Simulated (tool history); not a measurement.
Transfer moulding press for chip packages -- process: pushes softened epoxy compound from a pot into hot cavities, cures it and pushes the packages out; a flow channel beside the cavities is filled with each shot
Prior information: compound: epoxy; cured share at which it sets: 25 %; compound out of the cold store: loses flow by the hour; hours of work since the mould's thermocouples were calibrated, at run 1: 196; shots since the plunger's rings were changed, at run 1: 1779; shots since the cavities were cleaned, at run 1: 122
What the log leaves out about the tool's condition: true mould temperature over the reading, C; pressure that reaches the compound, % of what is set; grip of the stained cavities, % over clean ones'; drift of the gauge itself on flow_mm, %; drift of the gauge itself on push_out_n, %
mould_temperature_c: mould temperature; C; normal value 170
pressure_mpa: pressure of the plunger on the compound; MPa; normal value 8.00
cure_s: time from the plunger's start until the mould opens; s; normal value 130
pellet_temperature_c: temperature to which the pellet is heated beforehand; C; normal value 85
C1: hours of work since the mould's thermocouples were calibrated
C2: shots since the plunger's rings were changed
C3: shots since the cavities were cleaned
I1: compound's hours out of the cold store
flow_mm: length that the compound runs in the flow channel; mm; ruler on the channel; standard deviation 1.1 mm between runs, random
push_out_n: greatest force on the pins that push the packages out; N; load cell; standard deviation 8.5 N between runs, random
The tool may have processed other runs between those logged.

Run 1, hour 0.0: usual settings; C1 196; C2 1779; C3 122; I1 35.4. Result: flow_mm 477 mm, push_out_n 442 N.
Run 2, hour 12.5: usual settings; C1 205; C2 1904; C3 247; I1 16.2. Result: flow_mm 529 mm, push_out_n 477 N.
Run 3, hour 28.2: usual settings; C1 216; C2 2062; C3 405; I1 25.6. Result: flow_mm 502 mm, push_out_n 513 N.
Run 4, hour 47.5: usual settings but pellet_temperature_c 84 C; C1 231; C2 2256; C3 599; I1 36.1. Result: flow_mm 473 mm, push_out_n 548 N.
Run 5, hour 57.5: usual settings; C1 238; C2 2356; C3 699; I1 19.3. Result: flow_mm 518 mm, push_out_n 568 N.
At hour 62.9: cavities cleaned with cleaning compound and waxed.
Run 6, hour 71.7: usual settings; C1 247; C2 2483; C3 88; I1 26.2. Result: flow_mm 497 mm, push_out_n 426 N.
Run 7, hour 82.2: usual settings but pressure_mpa 7.74 MPa; C1 255; C2 2588; C3 193; I1 46.5. Result: flow_mm 440 mm, push_out_n 470 N.
Run 8, hour 94.6: usual settings; C1 264; C2 2713; C3 318; I1 13.3. Result: flow_mm 531 mm, push_out_n 504 N.
Run 9, hour 108.8: usual settings; C1 275; C2 2856; C3 461; I1 47.4. Result: flow_mm 442 mm, push_out_n 521 N.
Run 10, hour 123.9: usual settings; C1 286; C2 3007; C3 612; I1 44.6. Result: flow_mm 448 mm, push_out_n 540 N.
At hour 139.7: cavities cleaned with cleaning compound and waxed.
Run 11, hour 145.1: usual settings; C1 301; C2 3205; C3 55; I1 45.9. Result: flow_mm 443 mm, push_out_n 411 N.
Run 12, hour 160.1: usual settings; C1 312; C2 3355; C3 205; I1 8.4. Result: flow_mm 542 mm, push_out_n 479 N.
Run 13, hour 170.4: usual settings; C1 319; C2 3459; C3 309; I1 42.1. Result: flow_mm 452 mm, push_out_n 485 N.
At hour 180.9: plunger's sealing rings changed.
Run 14, hour 196.5: usual settings; C1 337; C2 156; C3 545; I1 11.3. Result: flow_mm 555 mm, push_out_n 524 N.
At hour 217.5: cavities cleaned with cleaning compound and waxed.
Run 15, hour 220.5: usual settings but mould_temperature_c 174 C, pressure_mpa 9.02 MPa, cure_s 138 s, pellet_temperature_c 92 C; C1 353; C2 382; C3 31; I1 25.4. Result: flow_mm 537 mm, push_out_n 385 N.
Run 16, hour 239.3: usual settings but mould_temperature_c 174 C, pressure_mpa 9.02 MPa, cure_s 138 s, pellet_temperature_c 92 C; C1 367; C2 571; C3 220; I1 46.7. Result: flow_mm 477 mm, push_out_n 431 N.
Run 17, hour 263.1: usual settings but mould_temperature_c 176 C, pressure_mpa 6.82 MPa; C1 385; C2 809; C3 458; I1 36.3. Result: flow_mm 435 mm, push_out_n 482 N.
Run 18, hour 284.6: usual settings but mould_temperature_c 174 C, cure_s 147 s; C1 400; C2 1025; C3 674; I1 12.2. Result: flow_mm 540 mm, push_out_n 516 N.
At hour 294.2: cavities cleaned with cleaning compound and waxed.
Run 19, hour 297.4: usual settings but mould_temperature_c 174 C; C1 409; C2 1138; C3 32; I1 27.3. Result: flow_mm 498 mm, push_out_n 395 N.
Run 20, hour 310.8: usual settings but mould_temperature_c 178 C, pressure_mpa 7.72 MPa, cure_s 112 s; C1 419; C2 1273; C3 167; I1 47.0. Result: flow_mm 432 mm, push_out_n 430 N.
Run 21, hour 326.9: usual settings but mould_temperature_c 164 C, cure_s 120 s; C1 431; C2 1435; C3 329; I1 33.6. Result: flow_mm 500 mm, push_out_n 755 N.
Run 22, hour 341.8: usual settings but mould_temperature_c 178 C; C1 442; C2 1584; C3 478; I1 33.6. Result: flow_mm 472 mm, push_out_n 466 N.
Run 23, hour 359.0: usual settings but mould_temperature_c 164 C, pressure_mpa 8.85 MPa, cure_s 141 s, pellet_temperature_c 76 C; C1 454; C2 1756; C3 650; I1 19.5. Result: flow_mm 566 mm, push_out_n 625 N.
At hour 369.8: cavities cleaned with cleaning compound and waxed.
Run 24, hour 375.4: usual settings but mould_temperature_c 175 C, pressure_mpa 7.28 MPa, cure_s 132 s, pellet_temperature_c 84 C; C1 465; C2 1906; C3 56; I1 35.5. Result: flow_mm 449 mm, push_out_n 397 N.
Run 25, hour 387.6: usual settings but mould_temperature_c 175 C, pressure_mpa 7.28 MPa, cure_s 132 s, pellet_temperature_c 84 C; C1 474; C2 2028; C3 178; I1 45.0. Result: flow_mm 426 mm, push_out_n 432 N.
Run 26, hour 399.2: usual settings but mould_temperature_c 168 C, pressure_mpa 6.90 MPa, cure_s 165 s, pellet_temperature_c 79 C; C1 483; C2 2145; C3 295; I1 19.1. Result: flow_mm 488 mm, push_out_n 478 N.
Run 27, hour 412.6: usual settings but mould_temperature_c 168 C, pellet_temperature_c 90 C; C1 493; C2 2279; C3 429; I1 18.0. Result: flow_mm 527 mm, push_out_n 553 N.
Run 28, hour 427.3: usual settings but mould_temperature_c 168 C, pellet_temperature_c 90 C; C1 504; C2 2427; C3 577; I1 11.6. Result: flow_mm 545 mm, push_out_n 576 N.

3 options for the next run, each taken on its own from the tool as it stands now. Forecast them:
Run A, hour 442.5: usual settings but mould_temperature_c 169 C, pellet_temperature_c 82 C; C1 515; C2 2579; C3 729; I1 9.2. Result: flow_mm ?, push_out_n ?.
Run B, hour 442.5: usual settings but mould_temperature_c 176 C, cure_s 123 s, pellet_temperature_c 90 C; C1 515; C2 2579; C3 729; I1 43.6. Result: flow_mm ?, push_out_n ?.
Run C, hour 442.5: usual settings but mould_temperature_c 168 C, pressure_mpa 9.28 MPa, pellet_temperature_c 90 C; C1 515; C2 2579; C3 729; I1 42.1. Result: flow_mm ?, push_out_n ?.

run  flow_mm  push_out_n
  A      551         577
  B      443         538
  C      497         587
Take away the tool's hidden state, keep each run's random variation, and the runs would have read:
run  flow_mm  push_out_n
  A      567         408
  B      457         387
  C      511         414

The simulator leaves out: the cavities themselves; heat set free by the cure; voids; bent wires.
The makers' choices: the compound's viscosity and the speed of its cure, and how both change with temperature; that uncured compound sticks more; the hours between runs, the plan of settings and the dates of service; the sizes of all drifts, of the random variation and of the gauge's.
